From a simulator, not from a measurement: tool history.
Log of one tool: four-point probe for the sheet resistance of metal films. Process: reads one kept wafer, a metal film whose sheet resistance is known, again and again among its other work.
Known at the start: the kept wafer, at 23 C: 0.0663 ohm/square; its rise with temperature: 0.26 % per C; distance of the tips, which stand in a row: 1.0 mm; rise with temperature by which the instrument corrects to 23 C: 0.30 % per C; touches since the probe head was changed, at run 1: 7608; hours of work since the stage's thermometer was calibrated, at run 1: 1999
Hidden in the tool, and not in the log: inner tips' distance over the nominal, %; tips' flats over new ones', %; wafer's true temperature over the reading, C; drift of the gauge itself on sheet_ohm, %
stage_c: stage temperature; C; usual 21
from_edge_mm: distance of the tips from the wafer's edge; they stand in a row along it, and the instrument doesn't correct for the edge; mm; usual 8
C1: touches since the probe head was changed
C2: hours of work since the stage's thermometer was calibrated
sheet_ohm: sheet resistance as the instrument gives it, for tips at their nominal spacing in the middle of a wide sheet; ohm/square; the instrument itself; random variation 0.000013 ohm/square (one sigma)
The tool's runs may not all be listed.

Run 1, hour 0.0: usual settings; C1 7608; C2 1999. Result: sheet_ohm 0.066913 ohm/square.
Run 2, hour 20.2: usual settings; C1 7975; C2 2012. Result: sheet_ohm 0.066905 ohm/square.
Run 3, hour 36.5: usual settings; C1 8271; C2 2022. Result: sheet_ohm 0.066905 ohm/square.
Run 4, hour 57.0: usual settings; C1 8645; C2 2035. Result: sheet_ohm 0.066911 ohm/square.
Run 5, hour 76.4: usual settings; C1 8997; C2 2047. Result: sheet_ohm 0.066909 ohm/square.
Run 6, hour 86.1: usual settings; C1 9174; C2 2053. Result: sheet_ohm 0.066920 ohm/square.
Run 7, hour 96.5: usual settings; C1 9362; C2 2060. Result: sheet_ohm 0.066868 ohm/square.
Run 8, hour 116.8: usual settings; C1 9732; C2 2073. Result: sheet_ohm 0.066910 ohm/square.
Run 9, hour 129.8: usual settings; C1 9968; C2 2081. Result: sheet_ohm 0.066904 ohm/square.
Run 10, hour 149.3: usual settings but stage_c 25 C; C1 10323; C2 2093. Result: sheet_ohm 0.066794 ohm/square.
Run 11, hour 170.8: usual settings but stage_c 25 C; C1 10713; C2 2107. Result: sheet_ohm 0.066814 ohm/square.
Run 12, hour 184.5: usual settings but from_edge_mm 12 mm; C1 10963; C2 2115. Result: sheet_ohm 0.066583 ohm/square.
Run 13, hour 204.2: usual settings but stage_c 31 C, from_edge_mm 5 mm; C1 11321; C2 2128. Result: sheet_ohm 0.067533 ohm/square.
Run 14, hour 212.9: usual settings but stage_c 31 C, from_edge_mm 5 mm; C1 11481; C2 2133. Result: sheet_ohm 0.067467 ohm/square.
Run 15, hour 231.4: usual settings but stage_c 31 C, from_edge_mm 23 mm; C1 11817; C2 2145. Result: sheet_ohm 0.066176 ohm/square.
Run 16, hour 248.5: usual settings but stage_c 23 C, from_edge_mm 3 mm; C1 12128; C2 2156. Result: sheet_ohm 0.070038 ohm/square.
Run 17, hour 267.8: usual settings but stage_c 34 C, from_edge_mm 46 mm; C1 12479; C2 2168. Result: sheet_ohm 0.066068 ohm/square.
Run 18, hour 280.3: usual settings but stage_c 34 C, from_edge_mm 46 mm; C1 12706; C2 2176. Result: sheet_ohm 0.066030 ohm/square.
Run 19, hour 300.6: usual settings but stage_c 22 C, from_edge_mm 14 mm; C1 13076; C2 2189. Result: sheet_ohm 0.066523 ohm/square.
Run 20, hour 321.8: usual settings but stage_c 22 C, from_edge_mm 14 mm; C1 13460; C2 2202. Result: sheet_ohm 0.066501 ohm/square.
Run 21, hour 335.2: usual settings but stage_c 33 C; C1 13704; C2 2210. Result: sheet_ohm 0.066618 ohm/square.
Run 22, hour 350.7: usual settings but stage_c 33 C; C1 13986; C2 2220. Result: sheet_ohm 0.066600 ohm/square.

Forecast each of these 4 alternatives for the next run:
Run A, hour 367.9: usual settings but from_edge_mm 3 mm; C1 14299; C2 2231. Result: sheet_ohm ?.
Run B, hour 367.9: usual settings but stage_c 33 C, from_edge_mm 32 mm; C1 14299; C2 2231. Result: sheet_ohm ?.
Run C, hour 367.9: usual settings but stage_c 23 C, from_edge_mm 5 mm; C1 14299; C2 2231. Result: sheet_ohm ?.
Run D, hour 367.9: usual settings but from_edge_mm 3 mm; C1 14299; C2 2231. Result: sheet_ohm ?.

run  sheet_ohm
  A   0.070057
  B   0.066085
  C   0.067692
  D   0.070074
Without the tool's hidden state the same runs would have given:
run  sheet_ohm
  A   0.070056
  B   0.066083
  C   0.067691
  D   0.070073

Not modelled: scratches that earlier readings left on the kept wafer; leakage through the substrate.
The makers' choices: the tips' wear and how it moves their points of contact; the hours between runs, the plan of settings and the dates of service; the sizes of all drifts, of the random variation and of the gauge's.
